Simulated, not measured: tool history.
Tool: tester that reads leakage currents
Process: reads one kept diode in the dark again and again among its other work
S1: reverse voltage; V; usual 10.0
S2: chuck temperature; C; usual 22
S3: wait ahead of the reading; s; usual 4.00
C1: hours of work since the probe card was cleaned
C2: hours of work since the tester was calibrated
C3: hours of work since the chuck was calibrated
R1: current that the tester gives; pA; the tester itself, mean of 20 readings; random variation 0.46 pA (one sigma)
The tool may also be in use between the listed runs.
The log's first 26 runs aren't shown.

run	hour	S1	S2	S3	C1	C2	C3	R1
27	640.8	3.3	22	4.20	239	1218	671	104.29
28	660.7	3.3	22	4.20	250	1230	682	103.93
29	688.3	6.6	31	7.21	266	1246	698	278.54
30	712.7	1.5	39	0.73	281	1260	713	313.10
31	729.7	5.1	44	1.25	291	1270	722	695.11
32	754.6	3.2	31	1.78	305	1284	737	216.32
33	778.5	9.1	24	4.00	319	1298	751	175.73
34	802.2	6.4	48	3.10	333	1312	765	1005.69
35	828.6	6.4	48	3.10	348	1327	780	1007.53
36	851.1	4.0	54	2.50	361	1340	793	1312.01
37	882.4	4.0	54	2.50	380	1359	811	1308.60
38	913.3	4.0	54	2.50	398	1377	829	1314.71
39	929.4	10.0	30	0.38	407	1386	839	304.22
40	961.0	10.0	30	0.38	425	1404	857	304.99

3 ways to go on from here, each from the tool as it stands after run 40. What would each give?
A	984.3	4.6	28	1.90	439	1418	871	?
B	984.3	1.6	30	0.38	439	1418	871	?
C	984.3	11.1	43	7.09	439	1418	871	?

run	R1
A	193.67
B	159.21
C	842.76
Without the tool's hidden state the same runs would have given:
run	R1
A	193.95
B	159.45
C	843.88

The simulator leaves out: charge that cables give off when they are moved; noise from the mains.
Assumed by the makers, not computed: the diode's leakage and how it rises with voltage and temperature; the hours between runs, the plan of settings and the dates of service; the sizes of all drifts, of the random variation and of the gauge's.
